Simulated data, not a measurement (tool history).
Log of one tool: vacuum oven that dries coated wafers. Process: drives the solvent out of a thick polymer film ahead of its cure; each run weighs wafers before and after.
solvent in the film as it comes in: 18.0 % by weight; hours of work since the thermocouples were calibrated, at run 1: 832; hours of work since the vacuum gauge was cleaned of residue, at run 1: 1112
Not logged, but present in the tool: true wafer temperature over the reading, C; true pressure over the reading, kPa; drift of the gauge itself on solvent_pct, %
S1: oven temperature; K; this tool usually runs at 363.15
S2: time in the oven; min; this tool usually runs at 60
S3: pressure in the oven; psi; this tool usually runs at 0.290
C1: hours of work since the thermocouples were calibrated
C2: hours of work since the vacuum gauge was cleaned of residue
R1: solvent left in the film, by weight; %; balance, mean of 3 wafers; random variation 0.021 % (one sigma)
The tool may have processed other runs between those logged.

| run | hour | S1 | S2 | S3 | C1 | C2 | R1 |
|---|---|---|---|---|---|---|---|
| 1 | 0.0 | 363.15 | 60 | 0.290 | 832 | 1112 | 1.70 |
| 2 | 32.6 | 363.15 | 60 | 0.290 | 846 | 1126 | 1.74 |
| 3 | 60.0 | 363.15 | 60 | 0.290 | 859 | 1138 | 1.73 |
| 4 | 86.1 | 363.15 | 42 | 0.290 | 870 | 1150 | 2.68 |
| 5 | 125.4 | 363.15 | 42 | 0.290 | 887 | 1167 | 2.70 |
| 6 | 150.5 | 363.15 | 60 | 0.290 | 898 | 1178 | 1.81 |
|  | 165.9 | vacuum gauge cleaned of residue and calibrated |
| 7 | 179.8 | 363.15 | 60 | 0.290 | 910 | 6 | 1.60 |
| 8 | 202.9 | 363.15 | 60 | 0.290 | 921 | 16 | 1.60 |
| 9 | 248.0 | 363.15 | 60 | 0.290 | 940 | 36 | 1.68 |
| 10 | 282.3 | 363.15 | 60 | 0.290 | 955 | 51 | 1.64 |
| 11 | 332.9 | 363.15 | 60 | 0.290 | 978 | 73 | 1.66 |
| 12 | 376.7 | 371.15 | 60 | 0.901 | 997 | 93 | 2.50 |
| 13 | 421.6 | 374.15 | 60 | 0.290 | 1017 | 112 | 0.82 |

Expected results for the next run?
| 14 | 450.7 | 353.15 | 47 | 0.197 | 1029 | 125 | ? |

For run 14 the tool returned R1 3.83 %.
The same run, on a tool lacking any hidden state, would have yielded R1 3.39 %.

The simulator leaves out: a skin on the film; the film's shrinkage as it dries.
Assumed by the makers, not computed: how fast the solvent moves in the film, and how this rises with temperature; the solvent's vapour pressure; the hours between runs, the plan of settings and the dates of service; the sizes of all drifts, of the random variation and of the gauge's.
